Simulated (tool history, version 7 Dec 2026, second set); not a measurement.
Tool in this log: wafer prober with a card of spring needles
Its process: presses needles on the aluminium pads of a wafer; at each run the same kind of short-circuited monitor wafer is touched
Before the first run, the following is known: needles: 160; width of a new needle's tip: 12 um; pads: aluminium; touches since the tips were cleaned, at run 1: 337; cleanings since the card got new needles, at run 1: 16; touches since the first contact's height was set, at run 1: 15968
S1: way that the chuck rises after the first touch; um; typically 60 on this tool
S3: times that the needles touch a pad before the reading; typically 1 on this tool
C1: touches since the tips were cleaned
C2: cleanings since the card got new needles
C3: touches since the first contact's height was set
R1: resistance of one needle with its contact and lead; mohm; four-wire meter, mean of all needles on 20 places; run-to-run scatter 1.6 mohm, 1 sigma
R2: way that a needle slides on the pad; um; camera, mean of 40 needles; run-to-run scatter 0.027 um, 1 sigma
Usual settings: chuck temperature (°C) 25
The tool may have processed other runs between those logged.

Run 1, day 0.000: usual settings; C1 337; C2 16; C3 15968. Result: R1 159 mohm, R2 15.75 um.
Run 2, day 0.512: usual settings but S3 2; C1 2885; C2 16; C3 18516. Result: R1 163 mohm, R2 15.75 um.
Run 3, day 0.725: usual settings but chuck temperature (°C) 31; C1 3962; C2 16; C3 19593. Result: R1 173 mohm, R2 15.73 um.
At day 1.017: tips cleaned on abrasive film.
Run 4, day 1.171: usual settings but chuck temperature (°C) 31; C1 778; C2 17; C3 21794. Result: R1 159 mohm, R2 15.68 um.
Run 5, day 1.688: usual settings; C1 3342; C2 17; C3 24358. Result: R1 167 mohm, R2 15.69 um.
At day 2.104: tips cleaned on abrasive film.
Run 6, day 2.154: usual settings; C1 257; C2 18; C3 26677. Result: R1 160 mohm, R2 15.64 um.
Run 7, day 2.483: usual settings; C1 1895; C2 18; C3 28315. Result: R1 167 mohm, R2 15.71 um.
Run 8, day 2.854: usual settings; C1 3746; C2 18; C3 30166. Result: R1 165 mohm, R2 15.64 um.
At day 3.167: tips cleaned on abrasive film.
Run 9, day 3.333: usual settings; C1 835; C2 19; C3 32540. Result: R1 158 mohm, R2 15.63 um.
Run 10, day 3.754: usual settings; C1 2933; C2 19; C3 34638. Result: R1 170 mohm, R2 15.59 um.
Run 11, day 4.046: usual settings; C1 4382; C2 19; C3 36087. Result: R1 169 mohm, R2 15.61 um.
At day 4.258: tips cleaned on abrasive film.
Run 12, day 4.496: usual settings; C1 1173; C2 20; C3 38315. Result: R1 162 mohm, R2 15.59 um.
Run 13, day 4.729: usual settings; C1 2333; C2 20; C3 39475. Result: R1 167 mohm, R2 15.54 um.
Run 14, day 5.104: usual settings; C1 4218; C2 20; C3 41360. Result: R1 169 mohm, R2 15.64 um.
At day 5.325: tips cleaned on abrasive film.
Run 15, day 5.517: usual settings; C1 944; C2 21; C3 43380. Result: R1 160 mohm, R2 15.56 um.
Run 16, day 5.812: usual settings but chuck temperature (°C) 92; C1 2425; C2 21; C3 44861. Result: R1 180 mohm, R2 15.57 um.
Run 17, day 6.225: usual settings; C1 4486; C2 21; C3 46922. Result: R1 170 mohm, R2 15.56 um.
At day 6.375: tips cleaned on abrasive film.
Run 18, day 6.729: usual settings; C1 1766; C2 22; C3 49427. Result: R1 162 mohm, R2 15.53 um.
Run 19, day 7.021: usual settings but S1 52 um, chuck temperature (°C) 27; C1 3207; C2 22; C3 50868. Result: R1 172 mohm, R2 13.45 um.
Run 20, day 7.325: usual settings but S1 52 um, chuck temperature (°C) 34; C1 4736; C2 22; C3 52397. Result: R1 174 mohm, R2 13.41 um.
At day 7.438: tips cleaned on abrasive film.
Run 21, day 7.708: usual settings but S1 52 um, chuck temperature (°C) 34; C1 1332; C2 23; C3 54275. Result: R1 166 mohm, R2 13.38 um.
Run 22, day 8.183: usual settings but S1 58 um, chuck temperature (°C) 94; C1 3719; C2 23; C3 56662. Result: R1 182 mohm, R2 14.94 um.
At day 8.500: tips cleaned on abrasive film.
Run 23, day 8.500: usual settings but S1 58 um, chuck temperature (°C) 94; C1 0; C2 24; C3 58207. Result: R1 168 mohm, R2 14.97 um.
Run 24, day 8.821: usual settings but S1 58 um, chuck temperature (°C) 94; C1 1609; C2 24; C3 59816. Result: R1 173 mohm, R2 15.00 um.
Run 25, day 9.088: usual settings but S1 58 um, chuck temperature (°C) 34, S3 2; C1 2941; C2 24; C3 61148. Result: R1 165 mohm, R2 14.93 um.
Run 26, day 9.517: usual settings but S1 58 um, chuck temperature (°C) 34, S3 2; C1 5077; C2 24; C3 63284. Result: R1 171 mohm, R2 14.90 um.
At day 9.550: tips cleaned on abrasive film.
Run 27, day 9.838: usual settings but S1 58 um, chuck temperature (°C) 36, S3 2; C1 1435; C2 25; C3 64866. Result: R1 161 mohm, R2 14.90 um.
Run 28, day 10.246: usual settings but S1 58 um, chuck temperature (°C) 36, S3 2; C1 3467; C2 25; C3 66898. Result: R1 167 mohm, R2 14.90 um.
At day 10.600: tips cleaned on abrasive film.
Run 29, day 10.658: usual settings but S1 58 um, chuck temperature (°C) 36, S3 2; C1 305; C2 26; C3 68948. Result: R1 158 mohm, R2 14.89 um.
Run 30, day 10.888: usual settings but S1 58 um, chuck temperature (°C) 36, S3 2; C1 1445; C2 26; C3 70088. Result: R1 159 mohm, R2 14.91 um.
Run 31, day 11.275: usual settings but S1 50 um, chuck temperature (°C) 30, S3 3; C1 3373; C2 26; C3 72016. Result: R1 166 mohm, R2 12.77 um.
At day 11.662: tips cleaned on abrasive film.
Run 32, day 11.762: usual settings but S1 50 um, chuck temperature (°C) 30, S3 3; C1 495; C2 27; C3 74422. Result: R1 161 mohm, R2 12.76 um.
At day 11.854: height of the first contact set anew.
Run 33, day 12.058: usual settings but S1 55 um, chuck temperature (°C) 30, S3 2; C1 1921; C2 27; C3 1022. Result: R1 164 mohm, R2 14.53 um.
Run 34, day 12.350: usual settings but S1 55 um, chuck temperature (°C) 30, S3 2; C1 3365; C2 27; C3 2466. Result: R1 163 mohm, R2 14.51 um.
At day 12.750: tips cleaned on abrasive film.
Run 35, day 12.850: usual settings but S1 43 um; C1 502; C2 28; C3 4956. Result: R1 166 mohm, R2 11.33 um.

What would each run have given without the hidden state, its run-to-run variation left as it was?
Hidden conditions of the tool in this case: debris on the tips, nm; way that the needles fall short of the set height, um; tips' diameter, um; drift of the gauge itself on contact_mohm, %; drift of the gauge itself on scrub_um, %.
run   R1     R2
  1  155  15.86
  2  156  15.85
  3  159  15.84
  4  155  15.82
  5  155  15.83
  6  158  15.81
  7  158  15.89
  8  152  15.81
  9  154  15.83
 10  159  15.79
 11  155  15.82
 12  156  15.83
 13  157  15.78
 14  156  15.88
 15  155  15.83
 16  170  15.84
 17  156  15.83
 18  153  15.83
 19  156  13.75
 20  155  13.71
 21  157  13.71
 22  169  15.27
 23  168  15.32
 24  166  15.35
 25  158  15.29
 26  161  15.25
 27  156  15.29
 28  158  15.29
 29  157  15.29
 30  155  15.32
 31  159  13.18
 32  158  13.20
 33  158  14.53
 34  154  14.51
 35  159  11.35
